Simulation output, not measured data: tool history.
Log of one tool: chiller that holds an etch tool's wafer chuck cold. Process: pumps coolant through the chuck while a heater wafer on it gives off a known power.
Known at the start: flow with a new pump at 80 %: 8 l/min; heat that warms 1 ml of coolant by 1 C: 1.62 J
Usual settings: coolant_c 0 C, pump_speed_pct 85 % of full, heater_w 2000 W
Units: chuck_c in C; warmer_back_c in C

run 1 hour=0.0 | coolant_c=0 pump_speed_pct=85 heater_w=2000 | chuck_c=15.9 warmer_back_c=8.60
run 2 hour=40.0 | coolant_c=0 pump_speed_pct=85 heater_w=2000 | chuck_c=16.0 warmer_back_c=8.74
run 3 hour=108.5 | coolant_c=0 pump_speed_pct=85 heater_w=2000 | chuck_c=16.1 warmer_back_c=8.66
run 4 hour=146.4 | coolant_c=0 pump_speed_pct=85 heater_w=2000 | chuck_c=15.9 warmer_back_c=8.66
-- hour=198.5 coolant changed, channels flushed
run 5 hour=210.6 | coolant_c=0 pump_speed_pct=84 heater_w=2000 | chuck_c=15.0 warmer_back_c=8.77
run 6 hour=264.8 | coolant_c=0 pump_speed_pct=84 heater_w=2000 | chuck_c=14.9 warmer_back_c=8.77
-- hour=295.1 chiller's thermometer calibrated
run 7 hour=331.6 | coolant_c=0 pump_speed_pct=84 heater_w=2000 | chuck_c=14.9 warmer_back_c=8.76
run 8 hour=389.2 | coolant_c=-1 pump_speed_pct=85 heater_w=2000 | chuck_c=13.7 warmer_back_c=8.60
run 9 hour=426.9 | coolant_c=-1 pump_speed_pct=85 heater_w=2000 | chuck_c=13.8 warmer_back_c=8.66
run 10 hour=463.1 | coolant_c=-1 pump_speed_pct=85 heater_w=2000 | chuck_c=14.1 warmer_back_c=8.70
run 11 hour=492.2 | coolant_c=-9 pump_speed_pct=85 heater_w=2000 | chuck_c=5.8 warmer_back_c=8.63
run 12 hour=560.6 | coolant_c=-9 pump_speed_pct=85 heater_w=2000 | chuck_c=5.9 warmer_back_c=8.65
run 13 hour=601.0 | coolant_c=-9 pump_speed_pct=85 heater_w=2000 | chuck_c=5.8 warmer_back_c=8.78
run 14 hour=667.3 | coolant_c=-9 pump_speed_pct=85 heater_w=2000 | chuck_c=5.8 warmer_back_c=8.74
run 15 hour=728.2 | coolant_c=-9 pump_speed_pct=85 heater_w=2000 | chuck_c=5.9 warmer_back_c=8.75
run 16 hour=771.5 | coolant_c=-9 pump_speed_pct=85 heater_w=2000 | chuck_c=5.8 warmer_back_c=8.74
run 17 hour=831.3 | coolant_c=2 pump_speed_pct=85 heater_w=2603 | chuck_c=21.3 warmer_back_c=11.31

Run 18 comes next. What will it give?
run 18 hour=894.2 | coolant_c=0 pump_speed_pct=96 heater_w=1283 | chuck_c=? warmer_back_c=?

Run 18 gave chuck_c 8.8 C, warmer_back_c 4.92 C.
Without the tool's hidden state the same run would have given chuck_c 8.6 C, warmer_back_c 4.91 C.
